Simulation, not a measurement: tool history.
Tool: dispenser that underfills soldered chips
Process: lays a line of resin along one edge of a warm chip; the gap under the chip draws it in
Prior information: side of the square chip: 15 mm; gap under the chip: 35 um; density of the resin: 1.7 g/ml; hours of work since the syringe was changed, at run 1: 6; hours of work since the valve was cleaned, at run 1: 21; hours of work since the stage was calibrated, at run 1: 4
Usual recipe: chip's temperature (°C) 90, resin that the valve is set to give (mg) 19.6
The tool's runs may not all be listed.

run	hour	chip's temperature (°C)	resin that the valve is set to give (mg)	hours of work since the syringe was changed	hours of work since the valve was cleaned	hours of work since the stage was calibrated	time until the resin shows at the far edge (s)	resin that the valve gave (mg)
1	0	90	19.6	6	21	4	227.9	19.48
# hour 6.2: new syringe of resin
2	8.3	90	19.6	1	26	8	198.3	19.21
3	15	90	19.6	5	30	13	225.9	19.13
4	21.4	90	19.6	9	34	16	257.3	19.02
# hour 22.2: new syringe of resin
5	27	90	19.1	3	38	20	202.5	18.55
# hour 34.7: dispensing valve cleaned and set on the balance
6	35.2	90	19.1	7	0	24	238.4	18.9
# hour 39.1: new syringe of resin
7	42	90	21.1	2	4	28	194.4	20.91
8	49	87	19.6	6	9	32	248.5	19.49
# hour 55.1: new syringe of resin
9	56.1	87	19.6	1	13	36	209.4	19.43
10	62.7	87	19.6	5	17	40	239.2	19.25
# hour 71.1: new syringe of resin
11	71.1	87	19.6	0	22	45	205.8	19.37
12	74.6	87	19.6	2	24	48	219.7	19.25
13	82.6	87	19.6	7	29	52	264.4	19.27
# hour 87: new syringe of resin
14	90.7	90	19.6	2	33	57	195.1	19.1
15	96.7	90	23.4	6	37	61	221.5	22.65
16	102.2	101	19.4	9	40	64	189.6	18.91
# hour 103.1: new syringe of resin
# hour 105.3: dispensing valve cleaned and set on the balance
17	108.1	76	19.2	2	2	67	303.2	19.07
18	115.4	90	17.7	7	6	71	232.7	17.64
19	119.7	82	19.1	9	9	74	320.9	18.78
# hour 120.4: new syringe of resin
20	125.8	82	19.1	3	12	78	261.4	18.92
21	129.8	85	21.3	6	15	80	255.4	21.07
22	134.5	101	22.7	9	18	83	179.8	22.44
# hour 136.3: new syringe of resin
23	140.8	101	22.7	3	21	87	144.2	22.44
24	148.5	83	21.7	7	26	91	282.4	21.38
# hour 152.4: new syringe of resin
25	154.9	90	17.1	2	30	95	197.6	16.68
26	161.2	90	17.1	5	34	99	228.9	16.61
27	164.6	90	17.1	7	36	101	246.6	16.61
# hour 168.4: new syringe of resin
28	170.1	76	18.9	1	39	104	287.6	18.31
# hour 175.5: dispensing valve cleaned and set on the balance
29	178.2	76	18.9	5	2	108	333.4	18.99

Forecast each of these 5 alternatives for the next run:
# hour 185.9: new syringe of resin
A	186	87	19.7	0	6	113	?	?
# hour 185.9: new syringe of resin
B	186	85	17.2	0	6	113	?	?
# hour 185.9: new syringe of resin
C	186	104	18.1	0	6	113	?	?
# hour 185.9: new syringe of resin
D	186	77	23.4	0	6	113	?	?
# hour 185.9: new syringe of resin
E	186	76	18.9	0	6	113	?	?

run	time until the resin shows at the far edge (s)	resin that the valve gave (mg)
A	193.1	19.83
B	213.6	17.29
C	125.7	18.09
D	257.5	23.16
E	275.3	19.01
With the hidden condition removed and each run's random variation left untouched, the same runs would have given:
run	time until the resin shows at the far edge (s)	resin that the valve gave (mg)
A	198.2	19.86
B	219.2	17.32
C	128.8	18.12
D	264.5	23.19
E	282.8	19.04
